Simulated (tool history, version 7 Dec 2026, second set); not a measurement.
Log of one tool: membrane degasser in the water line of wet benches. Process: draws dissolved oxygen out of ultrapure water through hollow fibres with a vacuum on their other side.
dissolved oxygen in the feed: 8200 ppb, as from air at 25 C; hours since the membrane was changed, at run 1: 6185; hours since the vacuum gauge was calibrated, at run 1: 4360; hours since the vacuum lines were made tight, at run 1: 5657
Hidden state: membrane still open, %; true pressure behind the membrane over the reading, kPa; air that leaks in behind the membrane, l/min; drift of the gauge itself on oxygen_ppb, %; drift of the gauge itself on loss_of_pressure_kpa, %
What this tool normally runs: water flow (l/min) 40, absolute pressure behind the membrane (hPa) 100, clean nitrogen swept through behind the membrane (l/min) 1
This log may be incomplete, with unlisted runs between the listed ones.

| run | hour | water flow (l/min) | absolute pressure behind the membrane (hPa) | clean nitrogen swept through behind the membrane (l/min) | hours since the membrane was changed | hours since the vacuum gauge was calibrated | hours since the vacuum lines were made tight | dissolved oxygen in the water behind the degasser (ppb) | pressure that the water loses in the fibres (hPa) |
|---|---|---|---|---|---|---|---|---|---|
| 1 | 0 | 40 | 100 | 1 | 6185 | 4360 | 5657 | 636 | 304.6 |
| 2 | 103.7 | 40 | 100 | 1 | 6289 | 4463 | 5761 | 622.3 | 307.3 |
| 3 | 192.6 | 40 | 100 | 1 | 6378 | 4552 | 5850 | 637.3 | 305.9 |
| 4 | 353.2 | 40 | 100 | 1 | 6538 | 4713 | 6010 | 652.8 | 302.8 |
| 5 | 540.6 | 40 | 92 | 1 | 6726 | 4900 | 6198 | 578.1 | 305.9 |
| 6 | 688.2 | 34 | 100 | 1 | 6873 | 5048 | 6345 | 537.4 | 264.7 |
| 7 | 814.9 | 40 | 100 | 1 | 7000 | 5175 | 6472 | 645.6 | 303.5 |
| 8 | 981.4 | 40 | 100 | 1 | 7166 | 5341 | 6639 | 627.5 | 307.9 |
| 9 | 1088.1 | 40 | 195 | 2.43 | 7273 | 5448 | 6745 | 684.6 | 309.6 |
| 10 | 1228.6 | 40 | 195 | 2.43 | 7414 | 5588 | 6886 | 688.5 | 308.8 |
| 11 | 1410.5 | 26 | 120 | 0.89 | 7596 | 5770 | 7068 | 562.1 | 202.2 |
| 12 | 1497.9 | 26 | 114 | 0.89 | 7683 | 5858 | 7155 | 521.2 | 202.8 |
| 13 | 1610.5 | 50 | 158 | 0.61 | 7796 | 5970 | 7268 | 1647.3 | 385.3 |
| 14 | 1774 | 60 | 100 | 1.13 | 7959 | 6134 | 7431 | 1003.1 | 460.9 |
| 15 | 1949.8 | 40 | 166 | 0.51 | 8135 | 6309 | 7607 | 1652.2 | 308 |
|  | 2093.7 | vacuum gauge calibrated |
| 16 | 2110 | 40 | 166 | 0.51 | 8294 | 16 | 7767 | 1628.2 | 307.9 |

Branching from run 16: 4 alternative next runs. What would each branch give?
| A | 2226.6 | 52 | 64 | 1.25 | 8411 | 133 | 7883 | ? | ? |
| B | 2226.6 | 40 | 133 | 1.44 | 8411 | 133 | 7883 | ? | ? |
| C | 2226.6 | 40 | 100 | 1.08 | 8411 | 133 | 7883 | ? | ? |
| D | 2226.6 | 58 | 100 | 1.09 | 8411 | 133 | 7883 | ? | ? |

| run | dissolved oxygen in the water behind the degasser (ppb) | pressure that the water loses in the fibres (hPa) |
|---|---|---|
| A | 517.5 | 403.7 |
| B | 668.3 | 310.2 |
| C | 606.9 | 310.6 |
| D | 959.5 | 444.7 |
Without the tool's unlogged condition, the same runs would have read:
| run | dissolved oxygen in the water behind the degasser (ppb) | pressure that the water loses in the fibres (hPa) |
|---|---|---|
| A | 476.8 | 384.6 |
| B | 646.5 | 295.5 |
| C | 584.6 | 296 |
| D | 913.9 | 423.5 |
